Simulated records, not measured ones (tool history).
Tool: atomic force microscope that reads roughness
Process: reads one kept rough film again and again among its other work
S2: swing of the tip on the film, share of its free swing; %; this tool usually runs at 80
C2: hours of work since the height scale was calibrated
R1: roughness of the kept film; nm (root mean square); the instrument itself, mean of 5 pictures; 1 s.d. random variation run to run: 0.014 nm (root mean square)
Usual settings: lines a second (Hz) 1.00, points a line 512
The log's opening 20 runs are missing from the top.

At day 48.754: new tip fitted.
Run 21, day 49.462: usual settings but points a line 882; pictures with this tip 25; C2 1173. Result: R1 2.860 nm (root mean square).
Run 22, day 52.162: usual settings but lines a second (Hz) 3.24, points a line 882; pictures with this tip 121; C2 1201. Result: R1 1.756 nm (root mean square).
At day 52.433: new tip fitted.
Run 23, day 54.629: usual settings but lines a second (Hz) 0.62, S2 57 %; pictures with this tip 78; C2 1227. Result: R1 2.413 nm (root mean square).
At day 56.404: new tip fitted.
Run 24, day 58.046: usual settings but lines a second (Hz) 3.34, S2 57 %, points a line 273; pictures with this tip 58; C2 1263. Result: R1 2.477 nm (root mean square).
At day 60.250: new tip fitted.
Run 25, day 60.250: usual settings but lines a second (Hz) 3.34, S2 57 %, points a line 273; pictures with this tip 0; C2 1286. Result: R1 3.176 nm (root mean square).
Run 26, day 62.375: usual settings but lines a second (Hz) 0.60, S2 67 %, points a line 636; pictures with this tip 75; C2 1308. Result: R1 2.411 nm (root mean square).
At day 63.925: new tip fitted.
Run 27, day 64.958: usual settings but lines a second (Hz) 1.09, S2 72 %, points a line 495; pictures with this tip 36; C2 1335. Result: R1 2.733 nm (root mean square).
Run 28, day 67.538: usual settings but S2 71 %, points a line 804; pictures with this tip 128; C2 1362. Result: R1 1.999 nm (root mean square).
At day 67.812: new tip fitted.
Run 29, day 70.517: usual settings but S2 71 %, points a line 804; pictures with this tip 96; C2 1393. Result: R1 2.175 nm (root mean square).
At day 71.788: new tip fitted.
Run 30, day 73.829: usual settings but S2 71 %, points a line 804; pictures with this tip 72; C2 1427. Result: R1 2.353 nm (root mean square).
At day 75.654: new tip fitted.
Run 31, day 75.958: usual settings but lines a second (Hz) 3.69, S2 73 %, points a line 399; pictures with this tip 11; C2 1450. Result: R1 2.738 nm (root mean square).
Run 32, day 78.662: usual settings but lines a second (Hz) 3.69, S2 73 %, points a line 508; pictures with this tip 107; C2 1478. Result: R1 1.876 nm (root mean square).
At day 79.358: new tip fitted.
Run 33, day 82.025: usual settings but lines a second (Hz) 3.69, S2 73 %, points a line 508; pictures with this tip 95; C2 1513. Result: R1 1.926 nm (root mean square).
At day 83.117: new tip fitted.
Run 34, day 84.017: usual settings but lines a second (Hz) 3.69, S2 73 %, points a line 508; pictures with this tip 32; C2 1534. Result: R1 2.561 nm (root mean square).
Run 35, day 85.462: usual settings but lines a second (Hz) 1.40, S2 66 %, points a line 1002; pictures with this tip 84; C2 1549. Result: R1 2.322 nm (root mean square).
At day 86.833: new tip fitted.
Run 36, day 87.283: usual settings but S2 60 %, points a line 706; pictures with this tip 16; C2 1568. Result: R1 3.126 nm (root mean square).
Run 37, day 89.512: usual settings but lines a second (Hz) 0.53, S2 69 %; pictures with this tip 95; C2 1591. Result: R1 2.280 nm (root mean square).
At day 90.688: new tip fitted.
Run 38, day 91.783: usual settings but lines a second (Hz) 0.67, S2 57 %, points a line 293; pictures with this tip 38; C2 1615. Result: R1 2.751 nm (root mean square).
At day 92.117: height scale calibrated on a step standard.
At day 94.438: new tip fitted.
Run 39, day 95.050: usual settings but lines a second (Hz) 1.71, points a line 538; pictures with this tip 22; C2 31. Result: R1 2.812 nm (root mean square).
Run 40, day 96.458: usual settings but lines a second (Hz) 1.11, S2 88 %, points a line 937; pictures with this tip 72; C2 45. Result: R1 2.243 nm (root mean square).
Run 41, day 97.888: usual settings but lines a second (Hz) 1.11, S2 88 %, points a line 937; pictures with this tip 123; C2 60. Result: R1 1.871 nm (root mean square).
At day 98.275: new tip fitted.
Run 42, day 99.833: usual settings but points a line 408; pictures with this tip 55; C2 81. Result: R1 2.516 nm (root mean square).
At day 102.079: new tip fitted.
Run 43, day 102.658: usual settings but points a line 408; pictures with this tip 20; C2 110. Result: R1 2.910 nm (root mean square).

Below are 3 alternative next runs, each starting from the tool's condition after run 43. Predict each:
Run A, day 105.004: usual settings but S2 55 %; pictures with this tip 104; C2 135. Result: R1 ?.
Run B, day 105.004: usual settings but lines a second (Hz) 0.83, S2 70 %, points a line 264; pictures with this tip 104; C2 135. Result: R1 ?.
Run C, day 105.004: usual settings but points a line 276; pictures with this tip 104; C2 135. Result: R1 ?.

run     R1
  A  2.199
  B  2.110
  C  2.050
Had the tool no hidden state, the same runs would have come out as:
run     R1
  A  3.463
  B  3.326
  C  3.232
